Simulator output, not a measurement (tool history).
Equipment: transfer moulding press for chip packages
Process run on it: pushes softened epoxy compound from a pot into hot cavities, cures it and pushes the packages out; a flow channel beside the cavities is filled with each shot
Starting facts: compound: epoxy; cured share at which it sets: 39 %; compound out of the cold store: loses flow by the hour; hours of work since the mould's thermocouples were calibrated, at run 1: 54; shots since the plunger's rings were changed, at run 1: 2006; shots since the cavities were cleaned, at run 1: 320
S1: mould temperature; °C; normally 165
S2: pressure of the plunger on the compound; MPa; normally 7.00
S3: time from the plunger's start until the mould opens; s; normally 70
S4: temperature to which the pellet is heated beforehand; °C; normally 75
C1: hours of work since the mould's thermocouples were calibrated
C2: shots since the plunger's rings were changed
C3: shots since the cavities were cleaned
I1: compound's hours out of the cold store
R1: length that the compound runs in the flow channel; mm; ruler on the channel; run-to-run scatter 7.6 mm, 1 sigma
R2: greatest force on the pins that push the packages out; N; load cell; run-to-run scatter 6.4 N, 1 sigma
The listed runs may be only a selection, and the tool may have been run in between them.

run 1 day=0.000 | S1=165 S2=7.00 S3=70 S4=75 | C1=54 C2=2006 C3=320 | I1=33.1 | R1=897 R2=400
run 2 day=0.888 | S1=165 S2=7.00 S3=70 S4=75 | C1=65 C2=2293 C3=607 | I1=17.5 | R1=942 R2=437
-- day=1.912 cavities cleaned with cleaning compound and waxed
run 3 day=2.550 | S1=165 S2=7.30 S3=70 S4=75 | C1=84 C2=2810 C3=206 | I1=13.1 | R1=971 R2=366
run 4 day=3.879 | S1=165 S2=7.30 S3=70 S4=75 | C1=101 C2=3239 C3=635 | I1=38.3 | R1=910 R2=450
-- day=4.858 cavities cleaned with cleaning compound and waxed
run 5 day=5.192 | S1=165 S2=7.46 S3=70 S4=75 | C1=116 C2=3642 C3=108 | I1=38.3 | R1=901 R2=306
run 6 day=6.712 | S1=165 S2=7.00 S3=70 S4=75 | C1=134 C2=4134 C3=600 | I1=40.4 | R1=851 R2=438
-- day=7.762 cavities cleaned with cleaning compound and waxed
run 7 day=7.762 | S1=165 S2=7.00 S3=70 S4=75 | C1=147 C2=4451 C3=0 | I1=34.2 | R1=866 R2=249
-- day=9.692 plunger's sealing rings changed
run 8 day=9.717 | S1=165 S2=7.00 S3=70 S4=75 | C1=169 C2=8 C3=598 | I1=19.6 | R1=969 R2=444
-- day=10.754 cavities cleaned with cleaning compound and waxed
run 9 day=10.842 | S1=165 S2=7.00 S3=80 S4=75 | C1=182 C2=350 C3=27 | I1=19.6 | R1=962 R2=235
run 10 day=11.604 | S1=165 S2=7.68 S3=70 S4=75 | C1=192 C2=598 C3=275 | I1=43.4 | R1=944 R2=391
run 11 day=13.017 | S1=165 S2=7.00 S3=70 S4=75 | C1=209 C2=1053 C3=730 | I1=33.6 | R1=908 R2=451
-- day=13.638 cavities cleaned with cleaning compound and waxed
run 12 day=14.879 | S1=165 S2=8.64 S3=70 S4=75 | C1=231 C2=1635 C3=402 | I1=16.3 | R1=1052 R2=410
run 13 day=15.708 | S1=165 S2=8.64 S3=70 S4=75 | C1=241 C2=1902 C3=669 | I1=21.8 | R1=1023 R2=443
-- day=16.433 cavities cleaned with cleaning compound and waxed
run 14 day=17.467 | S1=165 S2=7.00 S3=70 S4=75 | C1=262 C2=2450 C3=334 | I1=10.0 | R1=965 R2=405
run 15 day=18.683 | S1=168 S2=8.68 S3=70 S4=75 | C1=277 C2=2842 C3=726 | I1=12.6 | R1=1043 R2=405
-- day=19.321 cavities cleaned with cleaning compound and waxed
run 16 day=19.742 | S1=168 S2=8.68 S3=66 S4=72 | C1=289 C2=3165 C3=137 | I1=36.9 | R1=961 R2=303
run 17 day=21.175 | S1=165 S2=7.00 S3=77 S4=69 | C1=306 C2=3627 C3=599 | I1=29.7 | R1=891 R2=402

Estimate the outcome of run 18 from the log above:
-- day=22.158 cavities cleaned with cleaning compound and waxed
run 18 day=23.079 | S1=161 S2=7.18 S3=101 S4=70 | C1=329 C2=4222 C3=298 | I1=16.1 | R1=? R2=?

{"run 18": {"R1": 959, "R2": 338}}
On a tool with no hidden condition, and with the same random variation, this run would have come out at R1 1011 mm, R2 226 N.

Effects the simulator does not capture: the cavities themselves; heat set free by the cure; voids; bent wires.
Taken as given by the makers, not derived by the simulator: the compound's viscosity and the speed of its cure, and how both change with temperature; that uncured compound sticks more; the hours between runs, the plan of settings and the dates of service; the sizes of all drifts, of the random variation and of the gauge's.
